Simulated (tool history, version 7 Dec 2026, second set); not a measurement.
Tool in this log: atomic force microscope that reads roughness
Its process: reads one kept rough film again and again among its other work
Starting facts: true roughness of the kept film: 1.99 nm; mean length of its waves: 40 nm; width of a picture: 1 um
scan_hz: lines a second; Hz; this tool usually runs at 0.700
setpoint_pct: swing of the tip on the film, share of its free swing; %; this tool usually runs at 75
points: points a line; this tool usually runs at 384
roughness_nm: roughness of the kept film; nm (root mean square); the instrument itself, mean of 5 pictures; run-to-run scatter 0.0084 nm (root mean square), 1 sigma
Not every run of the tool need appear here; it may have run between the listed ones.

run,hour,scan_hz,setpoint_pct,points,roughness_nm
1,0.0,0.700,75,384,1.836
2,40.2,0.700,75,384,1.817
3,68.6,0.700,81,384,1.783
4,118.7,0.700,75,260,1.786
5,165.1,0.700,75,260,1.752
6,186.5,0.700,75,260,1.749
7,220.4,0.700,75,260,1.727
# hour 227.4: new tip fitted
8,269.1,0.700,75,260,1.814
9,291.6,0.700,75,384,1.820
10,319.2,3.930,75,384,1.515
11,344.0,3.930,75,384,1.507
12,379.8,3.930,75,384,1.484
13,403.2,3.930,75,384,1.498
14,433.2,1.629,61,288,1.732
# hour 456.8: new tip fitted
15,473.2,1.558,75,384,1.737
16,497.7,1.558,75,384,1.734
17,521.2,3.286,75,866,1.583
18,542.2,3.286,75,866,1.577
19,571.9,0.788,85,361,1.731
20,615.8,2.527,79,384,1.553
21,639.2,1.849,75,384,1.631

Below, some changes in roughness_nm between adjacent runs. For each, the amount present without the hidden state too (settings, incoming material, random variation) and the amount remaining for the hidden state with gauge scatter not shared by both compared results:
Hidden conditions of the tool in this case: radius of the tip, nm; height scale over the true one, %; drift of the gauge itself on roughness_nm, %.
Run 7 -> 8: new tip fitted. roughness_nm +0.087 nm (root mean square): hidden state +0.090, all else -0.003.
Run 9 -> 10: scan_hz 0.700 -> 3.930. roughness_nm -0.305 nm (root mean square): hidden state -0.008, all else -0.297.
Run 13 -> 14: scan_hz 3.930 -> 1.629, setpoint_pct 75 -> 61, points 384 -> 288. roughness_nm +0.234 nm (root mean square): hidden state -0.026, all else +0.260.
Run 14 -> 15: scan_hz 1.629 -> 1.558, setpoint_pct 61 -> 75, points 288 -> 384, new tip fitted. roughness_nm +0.005 nm (root mean square): hidden state +0.094, all else -0.089.
